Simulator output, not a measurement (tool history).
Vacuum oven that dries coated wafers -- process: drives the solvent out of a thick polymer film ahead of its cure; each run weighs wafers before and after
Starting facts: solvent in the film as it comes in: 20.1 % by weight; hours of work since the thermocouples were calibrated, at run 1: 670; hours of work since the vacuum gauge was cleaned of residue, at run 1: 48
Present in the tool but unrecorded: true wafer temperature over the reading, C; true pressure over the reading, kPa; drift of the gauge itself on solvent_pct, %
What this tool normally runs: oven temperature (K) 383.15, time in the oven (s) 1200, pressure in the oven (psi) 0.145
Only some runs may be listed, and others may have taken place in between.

run,hour,oven temperature (K),time in the oven (s),pressure in the oven (psi),hours of work since the thermocouples were calibrated,hours of work since the vacuum gauge was cleaned of residue,solvent left in the film (%)
1,0.0,383.15,1200,0.145,670,48,2.05
2,20.0,383.15,1200,0.145,680,59,2.03
3,33.4,383.15,1200,0.145,687,66,2.10
4,58.5,383.15,1200,0.145,700,79,2.07
5,77.3,374.15,1200,0.145,710,89,4.20
6,91.6,374.15,1200,0.145,718,96,4.14
7,104.8,394.15,1200,0.145,725,103,0.95
8,122.6,394.15,1200,0.145,734,112,0.89
9,137.1,394.15,1200,0.145,742,120,0.92
10,155.6,394.15,1200,0.336,751,130,1.83
11,176.5,383.15,1200,0.345,762,141,3.41
12,197.4,383.15,1200,0.345,773,151,3.38

Estimate the outcome of run 13 from the log above:
13,212.4,383.15,1200,0.345,781,159,?

{"run 13": {"solvent left in the film (%)": 3.46}}
Take away the tool's hidden state, keep the run-to-run variation as it was, and the same run would have given solvent left in the film (%) 3.22.
